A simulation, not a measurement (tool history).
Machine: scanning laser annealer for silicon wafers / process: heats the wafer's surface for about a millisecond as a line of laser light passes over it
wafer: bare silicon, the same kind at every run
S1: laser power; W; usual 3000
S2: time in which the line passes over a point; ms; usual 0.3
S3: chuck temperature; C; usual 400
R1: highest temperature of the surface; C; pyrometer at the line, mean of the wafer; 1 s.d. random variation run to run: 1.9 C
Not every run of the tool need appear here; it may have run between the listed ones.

run 1 hour=0 | S1=3000 S2=0.3 S3=400 | R1=1212
run 2 hour=33.2 | S1=3203 S2=0.3 S3=400 | R1=1276
run 3 hour=67.5 | S1=2697 S2=0.3 S3=400 | R1=1117
run 4 hour=99.2 | S1=3000 S2=0.3 S3=400 | R1=1213
run 5 hour=122.9 | S1=3000 S2=0.3 S3=400 | R1=1209
run 6 hour=157.2 | S1=3000 S2=0.3 S3=400 | R1=1205
run 7 hour=194.7 | S1=3000 S2=0.3 S3=400 | R1=1203
run 8 hour=227.1 | S1=3000 S2=0.3 S3=432 | R1=1239
run 9 hour=251.6 | S1=3000 S2=0.3 S3=400 | R1=1201
run 10 hour=278.7 | S1=3000 S2=0.332 S3=400 | R1=1238
run 11 hour=326 | S1=3000 S2=0.332 S3=400 | R1=1237
run 12 hour=371.1 | S1=3295 S2=0.3 S3=400 | R1=1290
run 13 hour=410.7 | S1=3295 S2=0.3 S3=400 | R1=1287
run 14 hour=433.9 | S1=3000 S2=0.3 S3=383 | R1=1180
run 15 hour=465.1 | S1=3000 S2=0.3 S3=400 | R1=1193
run 16 hour=498 | S1=3000 S2=0.3 S3=400 | R1=1195
-- hour=506.5 optics aligned, line set to its width
run 17 hour=539.5 | S1=3000 S2=0.3 S3=400 | R1=1182
run 18 hour=584.2 | S1=3000 S2=0.3 S3=400 | R1=1179
run 19 hour=637.1 | S1=3000 S2=0.3 S3=400 | R1=1180
run 20 hour=683.7 | S1=3000 S2=0.3 S3=385 | R1=1158
run 21 hour=717.7 | S1=3000 S2=0.3 S3=385 | R1=1164
run 22 hour=767.6 | S1=3000 S2=0.3 S3=385 | R1=1152
run 23 hour=801.5 | S1=3000 S2=0.267 S3=379 | R1=1113
-- hour=814.2 optics aligned, line set to its width, once more
run 24 hour=857.4 | S1=3000 S2=0.3 S3=420 | R1=1226
run 25 hour=883.6 | S1=3273 S2=0.337 S3=400 | R1=1329
run 26 hour=920.5 | S1=2678 S2=0.337 S3=400 | R1=1136
-- hour=928.5 window over the wafer cleaned
run 27 hour=954.9 | S1=2678 S2=0.337 S3=400 | R1=1183
run 28 hour=993.1 | S1=3000 S2=0.3 S3=388 | R1=1234
run 29 hour=1021.2 | S1=3000 S2=0.3 S3=388 | R1=1234
run 30 hour=1049.6 | S1=3000 S2=0.293 S3=418 | R1=1257
run 31 hour=1101.6 | S1=2869 S2=0.344 S3=392 | R1=1240
run 32 hour=1132.3 | S1=3000 S2=0.376 S3=400 | R1=1326
run 33 hour=1161.1 | S1=3000 S2=0.265 S3=400 | R1=1198
run 34 hour=1209 | S1=3000 S2=0.335 S3=388 | R1=1268
run 35 hour=1256.4 | S1=3000 S2=0.335 S3=425 | R1=1300
run 36 hour=1295.4 | S1=2752 S2=0.364 S3=435 | R1=1254
run 37 hour=1327.8 | S1=2562 S2=0.306 S3=439 | R1=1139
run 38 hour=1382.2 | S1=2764 S2=0.3 S3=400 | R1=1155
run 39 hour=1421.7 | S1=2764 S2=0.3 S3=400 | R1=1153
run 40 hour=1470.6 | S1=2662 S2=0.301 S3=435 | R1=1159

Consider 4 possible next runs. They are alternatives, not a sequence: every one starts from the tool as it was left by run 40. What does each give?
run A hour=1518.9 | S1=2601 S2=0.301 S3=435 | R1=?
run B hour=1518.9 | S1=2866 S2=0.223 S3=436 | R1=?
run C hour=1518.9 | S1=2820 S2=0.301 S3=435 | R1=?
run D hour=1518.9 | S1=3082 S2=0.264 S3=402 | R1=?

run=A R1=1136
run=B R1=1133
run=C R1=1201
run=D R1=1207
Stripped of hidden state, with their random variation kept, the same runs would have yielded:
run=A R1=1145
run=B R1=1142
run=C R1=1211
run=D R1=1218

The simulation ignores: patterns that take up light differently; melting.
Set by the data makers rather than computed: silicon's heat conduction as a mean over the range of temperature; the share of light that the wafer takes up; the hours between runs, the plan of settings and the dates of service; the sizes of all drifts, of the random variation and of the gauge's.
